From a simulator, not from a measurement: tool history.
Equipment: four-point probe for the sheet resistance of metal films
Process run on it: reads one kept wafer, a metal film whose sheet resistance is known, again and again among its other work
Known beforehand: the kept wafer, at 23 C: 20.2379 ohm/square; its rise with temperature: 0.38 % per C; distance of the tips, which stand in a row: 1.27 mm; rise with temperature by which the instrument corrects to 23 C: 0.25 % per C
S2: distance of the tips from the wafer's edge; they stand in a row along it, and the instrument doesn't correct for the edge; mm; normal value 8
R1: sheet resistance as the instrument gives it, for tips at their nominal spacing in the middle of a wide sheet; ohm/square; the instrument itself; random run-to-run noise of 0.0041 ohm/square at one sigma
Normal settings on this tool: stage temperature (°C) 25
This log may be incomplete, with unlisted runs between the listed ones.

run 1 hour=0.0 | stage_temperature_(°C)=25 S2=8 | R1=20.838145
run 2 hour=19.0 | stage_temperature_(°C)=25 S2=8 | R1=20.848700
run 3 hour=33.2 | stage_temperature_(°C)=25 S2=8 | R1=20.849900
run 4 hour=56.6 | stage_temperature_(°C)=32 S2=8 | R1=21.037237
run 5 hour=76.7 | stage_temperature_(°C)=32 S2=8 | R1=21.039601
run 6 hour=94.8 | stage_temperature_(°C)=32 S2=8 | R1=21.037894
run 7 hour=116.9 | stage_temperature_(°C)=22 S2=6 | R1=20.986953
run 8 hour=134.1 | stage_temperature_(°C)=21 S2=8 | R1=20.765453
run 9 hour=148.7 | stage_temperature_(°C)=28 S2=46 | R1=20.674571
run 10 hour=170.3 | stage_temperature_(°C)=28 S2=46 | R1=20.689654

Consider 3 possible next runs. They are alternatives, not a sequence: every one starts from the tool as it was left by run 10. What does each give?
run A hour=188.8 | stage_temperature_(°C)=18 S2=5 | R1=?
run B hour=188.8 | stage_temperature_(°C)=28 S2=18 | R1=?
run C hour=188.8 | stage_temperature_(°C)=24 S2=15 | R1=?

run=A R1=21.105847
run=B R1=20.738122
run=C R1=20.646080
With the hidden condition removed and each run's random variation left untouched, the same runs would have given:
run=A R1=20.785887
run=B R1=20.423444
run=C R1=20.332646

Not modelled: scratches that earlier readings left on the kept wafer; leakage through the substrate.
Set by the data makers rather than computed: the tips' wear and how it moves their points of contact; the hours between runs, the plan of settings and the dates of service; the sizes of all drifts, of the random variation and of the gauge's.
